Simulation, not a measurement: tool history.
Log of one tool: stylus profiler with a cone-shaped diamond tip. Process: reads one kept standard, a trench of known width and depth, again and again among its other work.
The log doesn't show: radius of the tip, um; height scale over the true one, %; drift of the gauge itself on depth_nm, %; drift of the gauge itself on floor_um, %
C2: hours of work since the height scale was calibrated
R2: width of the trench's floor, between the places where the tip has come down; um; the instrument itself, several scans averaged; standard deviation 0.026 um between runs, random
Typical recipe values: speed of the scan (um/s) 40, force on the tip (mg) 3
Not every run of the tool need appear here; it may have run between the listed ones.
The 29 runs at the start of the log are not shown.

run 30 hour=715.6 | speed_of_the_scan_(um/s)=35 force_on_the_tip_(mg)=2.61 | scans_with_this_tip=6280 C2=1100 | depth_of_the_trench_(Å)=1013.6 R2=28.59
run 31 hour=737.1 | speed_of_the_scan_(um/s)=76 force_on_the_tip_(mg)=5.23 | scans_with_this_tip=6355 C2=1114 | depth_of_the_trench_(Å)=1021.8 R2=28.47
run 32 hour=761.1 | speed_of_the_scan_(um/s)=46 force_on_the_tip_(mg)=8.99 | scans_with_this_tip=6439 C2=1128 | depth_of_the_trench_(Å)=1031.1 R2=28.62
run 33 hour=776.7 | speed_of_the_scan_(um/s)=137 force_on_the_tip_(mg)=2.02 | scans_with_this_tip=6494 C2=1138 | depth_of_the_trench_(Å)=1011 R2=28.04
run 34 hour=801.3 | speed_of_the_scan_(um/s)=137 force_on_the_tip_(mg)=2.02 | scans_with_this_tip=6580 C2=1153 | depth_of_the_trench_(Å)=1011.1 R2=27.97
run 35 hour=830.5 | speed_of_the_scan_(um/s)=137 force_on_the_tip_(mg)=2.02 | scans_with_this_tip=6683 C2=1171 | depth_of_the_trench_(Å)=1012 R2=28.01
run 36 hour=861.6 | speed_of_the_scan_(um/s)=137 force_on_the_tip_(mg)=2.02 | scans_with_this_tip=6792 C2=1190 | depth_of_the_trench_(Å)=1011.2 R2=27.98
run 37 hour=891.6 | speed_of_the_scan_(um/s)=137 force_on_the_tip_(mg)=2.02 | scans_with_this_tip=6898 C2=1209 | depth_of_the_trench_(Å)=1011.3 R2=28.01
run 38 hour=924.4 | speed_of_the_scan_(um/s)=18 force_on_the_tip_(mg)=1.25 | scans_with_this_tip=7013 C2=1229 | depth_of_the_trench_(Å)=1007.6 R2=28.63
run 39 hour=943.7 | speed_of_the_scan_(um/s)=27 force_on_the_tip_(mg)=3.47 | scans_with_this_tip=7080 C2=1241 | depth_of_the_trench_(Å)=1015.8 R2=28.61
run 40 hour=959.4 | speed_of_the_scan_(um/s)=15 force_on_the_tip_(mg)=2.13 | scans_with_this_tip=7136 C2=1250 | depth_of_the_trench_(Å)=1011.7 R2=28.65
run 41 hour=993 | speed_of_the_scan_(um/s)=10 force_on_the_tip_(mg)=4.07 | scans_with_this_tip=7253 C2=1271 | depth_of_the_trench_(Å)=1018.3 R2=28.7
run 42 hour=1022.5 | speed_of_the_scan_(um/s)=40 force_on_the_tip_(mg)=6.39 | scans_with_this_tip=7357 C2=1289 | depth_of_the_trench_(Å)=1024.7 R2=28.62
run 43 hour=1043.7 | speed_of_the_scan_(um/s)=40 force_on_the_tip_(mg)=6.39 | scans_with_this_tip=7431 C2=1302 | depth_of_the_trench_(Å)=1024 R2=28.61

Here are 4 independent what-if runs from the current tool condition. What would each one return?
run A hour=1070.6 | speed_of_the_scan_(um/s)=29 force_on_the_tip_(mg)=1.08 | scans_with_this_tip=7526 C2=1319 | depth_of_the_trench_(Å)=? R2=?
run B hour=1070.6 | speed_of_the_scan_(um/s)=14 force_on_the_tip_(mg)=2.55 | scans_with_this_tip=7526 C2=1319 | depth_of_the_trench_(Å)=? R2=?
run C hour=1070.6 | speed_of_the_scan_(um/s)=50 force_on_the_tip_(mg)=1.96 | scans_with_this_tip=7526 C2=1319 | depth_of_the_trench_(Å)=? R2=?
run D hour=1070.6 | speed_of_the_scan_(um/s)=112 force_on_the_tip_(mg)=1.8 | scans_with_this_tip=7526 C2=1319 | depth_of_the_trench_(Å)=? R2=?

run=A depth_of_the_trench_(Å)=1008.1 R2=28.55
run=B depth_of_the_trench_(Å)=1013.5 R2=28.66
run=C depth_of_the_trench_(Å)=1011.1 R2=28.44
run=D depth_of_the_trench_(Å)=1011 R2=28.05
The same runs, with their run-to-run variation unchanged, on a tool lacking any hidden condition would have given:
run=A depth_of_the_trench_(Å)=1008 R2=28.56
run=B depth_of_the_trench_(Å)=1013.4 R2=28.67
run=C depth_of_the_trench_(Å)=1011 R2=28.45
run=D depth_of_the_trench_(Å)=1010.8 R2=28.06
